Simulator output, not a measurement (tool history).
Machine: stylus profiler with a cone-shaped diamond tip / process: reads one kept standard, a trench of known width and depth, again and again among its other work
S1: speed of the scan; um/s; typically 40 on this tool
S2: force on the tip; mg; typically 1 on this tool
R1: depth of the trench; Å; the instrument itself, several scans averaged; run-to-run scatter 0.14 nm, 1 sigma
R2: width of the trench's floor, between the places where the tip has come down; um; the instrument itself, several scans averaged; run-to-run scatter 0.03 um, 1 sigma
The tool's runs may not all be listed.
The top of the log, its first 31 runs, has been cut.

run    hour   S1    S2      R1     R2
 32    2516   28  2.19  5046.2  96.43
 33  2580.4  110     1  5019.8  95.85
 34  2672.9  121  2.88  5060.3  96.03
 35  2728.3   40  0.57  5004.5   96.1
 36  2818.4   40  0.57  5004.5  96.07
 37  2888.2  126  0.58  5001.9  95.35
 38    2973  126  0.58  5002.3  95.39
     3001.4  -- height scale calibrated on a step standard
 39  3076.2  126  0.58  5025.3  95.34
 40    3161   28  0.64  5026.7  95.99
 41  3240.6   20  0.35  5014.4  96.03
 42  3343.8   54  0.51    5018  95.63
 43  3428.3   54  0.51  5016.6   95.6
 44  3520.7   25  1.71  5044.8  95.95

Forecast each of these 5 alternatives for the next run:
  A  3584.9  111     1   ?   ?
  B  3584.9   34  0.48   ?   ?
  C  3584.9   16  1.71   ?   ?
  D  3584.9   51  0.67   ?   ?
  E  3584.9   38   0.8   ?   ?

run      R1     R2
  A  5025.8  95.38
  B  5012.2  95.79
  C  5043.5  95.99
  D    5018  95.64
  E  5021.1  95.78
The same runs, with their run-to-run variation unchanged, on a tool lacking any hidden condition would have given:
run      R1     R2
  A  5036.8  96.35
  B  5023.2  96.76
  C  5054.5  96.96
  D    5029  96.61
  E    5032  96.76
